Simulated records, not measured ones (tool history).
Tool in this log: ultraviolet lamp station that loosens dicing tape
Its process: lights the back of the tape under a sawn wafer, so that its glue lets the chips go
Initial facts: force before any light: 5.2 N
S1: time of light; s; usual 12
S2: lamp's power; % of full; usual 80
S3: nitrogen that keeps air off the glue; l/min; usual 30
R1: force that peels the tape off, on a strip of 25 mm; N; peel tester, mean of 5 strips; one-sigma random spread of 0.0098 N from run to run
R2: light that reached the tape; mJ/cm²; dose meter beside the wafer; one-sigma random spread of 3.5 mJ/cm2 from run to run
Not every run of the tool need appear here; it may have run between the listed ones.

{"run": 1, "hour": 0.0, "S1": 12, "S2": 80, "S3": 30, "R1": 0.596, "R2": 485}
{"run": 2, "hour": 26.4, "S1": 12, "S2": 80, "S3": 30, "R1": 0.588, "R2": 479}
{"run": 3, "hour": 43.4, "S1": 11, "S2": 80, "S3": 30, "R1": 0.67, "R2": 440}
{"run": 4, "hour": 59.7, "S1": 11, "S2": 80, "S3": 30, "R1": 0.697, "R2": 434}
{"run": 5, "hour": 77.8, "S1": 11, "S2": 80, "S3": 30, "R1": 0.669, "R2": 432}
{"run": 6, "hour": 104.1, "S1": 11, "S2": 80, "S3": 30, "R1": 0.677, "R2": 428}
{"run": 7, "hour": 120.2, "S1": 15, "S2": 80, "S3": 30, "R1": 0.415, "R2": 580}
{"run": 8, "hour": 145.8, "S1": 15, "S2": 80, "S3": 30, "R1": 0.421, "R2": 573}
{"run": 9, "hour": 164.8, "S1": 15, "S2": 80, "S3": 30, "R1": 0.438, "R2": 563}
{"run": 10, "hour": 185.3, "S1": 15, "S2": 80, "S3": 30, "R1": 0.458, "R2": 565}
{"run": 11, "hour": 196.7, "S1": 15, "S2": 80, "S3": 30, "R1": 0.437, "R2": 566}
{"run": 12, "hour": 219.5, "S1": 15, "S2": 80, "S3": 30, "R1": 0.458, "R2": 557}
{"run": 13, "hour": 240.8, "S1": 15, "S2": 80, "S3": 30, "R1": 0.444, "R2": 550}
{"run": 14, "hour": 261.5, "S1": 15, "S2": 80, "S3": 30, "R1": 0.457, "R2": 545}
{"run": 15, "hour": 286.8, "S1": 11, "S2": 80, "S3": 12, "R1": 1.193, "R2": 398}
{"run": 16, "hour": 300.5, "S1": 15, "S2": 80, "S3": 12, "R1": 0.785, "R2": 529}
{"run": 17, "hour": 324.0, "S1": 15, "S2": 96, "S3": 14, "R1": 0.527, "R2": 639}
{"run": 18, "hour": 342.8, "S1": 12, "S2": 62, "S3": 39, "R1": 0.944, "R2": 329}
{"hour": 368.3, "done": "window cleaned of glue's vapour"}
{"run": 19, "hour": 368.3, "S1": 12, "S2": 91, "S3": 45, "R1": 0.403, "R2": 546}
{"run": 20, "hour": 390.8, "S1": 7, "S2": 91, "S3": 45, "R1": 0.946, "R2": 309}
{"run": 21, "hour": 410.9, "S1": 7, "S2": 91, "S3": 45, "R1": 0.911, "R2": 311}
{"run": 22, "hour": 437.5, "S1": 7, "S2": 91, "S3": 45, "R1": 0.963, "R2": 311}
{"run": 23, "hour": 458.2, "S1": 7, "S2": 91, "S3": 45, "R1": 0.972, "R2": 305}
{"run": 24, "hour": 478.3, "S1": 7, "S2": 93, "S3": 19, "R1": 1.395, "R2": 307}
{"run": 25, "hour": 502.5, "S1": 7, "S2": 93, "S3": 19, "R1": 1.388, "R2": 303}
{"run": 26, "hour": 515.8, "S1": 7, "S2": 93, "S3": 19, "R1": 1.467, "R2": 300}
{"run": 27, "hour": 529.7, "S1": 7, "S2": 93, "S3": 19, "R1": 1.457, "R2": 303}
{"run": 28, "hour": 540.5, "S1": 7, "S2": 93, "S3": 19, "R1": 1.417, "R2": 298}

Forecast each of these 3 alternatives for the next run:
{"run": "A", "hour": 562.6, "S1": 12, "S2": 72, "S3": 16, "R1": "?", "R2": "?"}
{"run": "B", "hour": 562.6, "S1": 17, "S2": 93, "S3": 44, "R1": "?", "R2": "?"}
{"run": "C", "hour": 562.6, "S1": 7, "S2": 85, "S3": 18, "R1": "?", "R2": "?"}

run=A R1=1.093 R2=391
run=B R1=0.284 R2=722
run=C R1=1.704 R2=271
Without the tool's hidden state the same runs would have given:
run=A R1=0.709 R2=521
run=B R1=0.238 R2=960
run=C R1=1.204 R2=360
